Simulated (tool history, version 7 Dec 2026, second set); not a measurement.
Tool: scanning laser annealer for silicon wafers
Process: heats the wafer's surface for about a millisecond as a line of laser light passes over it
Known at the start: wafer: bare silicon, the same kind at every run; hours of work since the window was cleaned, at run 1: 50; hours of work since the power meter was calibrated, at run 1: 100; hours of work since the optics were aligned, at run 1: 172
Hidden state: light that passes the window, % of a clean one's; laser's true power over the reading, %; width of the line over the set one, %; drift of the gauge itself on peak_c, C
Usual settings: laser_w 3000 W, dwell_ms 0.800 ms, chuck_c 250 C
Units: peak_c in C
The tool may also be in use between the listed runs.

run	hour	laser_w	dwell_ms	chuck_c	hours of work since the window was cleaned	hours of work since the power meter was calibrated	hours of work since the optics were aligned	peak_c
1	0.0	3000	0.800	250	50	100	172	988
2	24.0	3000	0.587	250	60	109	181	878
3	37.6	3000	0.587	250	65	115	187	877
4	61.6	3000	0.587	250	75	125	197	879
5	85.2	3000	0.587	250	85	134	206	877
6	106.6	3000	0.728	250	93	143	215	949
7	130.0	3000	0.728	250	103	152	224	951
8	150.4	3127	0.728	250	111	160	233	979
9	174.3	3000	0.800	267	121	170	242	998
10	190.8	3000	0.800	267	127	177	249	1001
11	207.0	3000	0.800	239	134	183	256	970
# hour 213.8: optics aligned, line set to its width
12	230.5	3000	0.800	239	141	191	7	970
13	252.5	3000	0.800	239	150	200	16	966
14	270.0	3000	0.800	250	157	207	23	976
15	285.5	3000	0.800	250	164	213	29	975
16	298.7	3000	0.800	250	169	218	34	974
# hour 325.0: optics aligned, line set to its width, once more
17	327.2	3101	0.800	220	179	228	1	982
18	345.6	3101	0.800	220	186	235	8	980
19	364.4	3101	0.800	220	194	243	16	979
20	379.9	3075	0.692	252	200	249	22	950
21	400.6	3000	0.584	286	208	258	31	907
22	419.8	3000	0.625	286	216	265	38	931
23	441.7	3000	0.654	250	225	274	47	907
24	464.4	3010	0.906	284	234	283	56	1062
25	485.4	3164	0.650	284	243	292	65	978
26	497.4	2761	0.860	259	247	297	70	948
27	511.1	3214	0.860	276	253	302	75	1089
28	528.6	3003	0.756	250	260	309	82	955
29	542.1	2983	0.731	250	265	315	88	941
30	568.1	2983	0.731	250	276	325	98	939
31	584.5	2983	0.791	256	283	332	105	975

Forecast each of these 5 alternatives for the next run:
A	604.7	3165	0.791	256	291	340	113	?
B	604.7	2734	0.800	250	291	340	113	?
C	604.7	3000	0.800	261	291	340	113	?
D	604.7	3000	0.936	250	291	340	113	?
E	604.7	2978	0.923	258	291	340	113	?

run	peak_c
A	1018
B	909
C	987
D	1039
E	1033
Without the tool's hidden state the same runs would have given:
run	peak_c
A	1039
B	927
C	1006
D	1061
E	1054

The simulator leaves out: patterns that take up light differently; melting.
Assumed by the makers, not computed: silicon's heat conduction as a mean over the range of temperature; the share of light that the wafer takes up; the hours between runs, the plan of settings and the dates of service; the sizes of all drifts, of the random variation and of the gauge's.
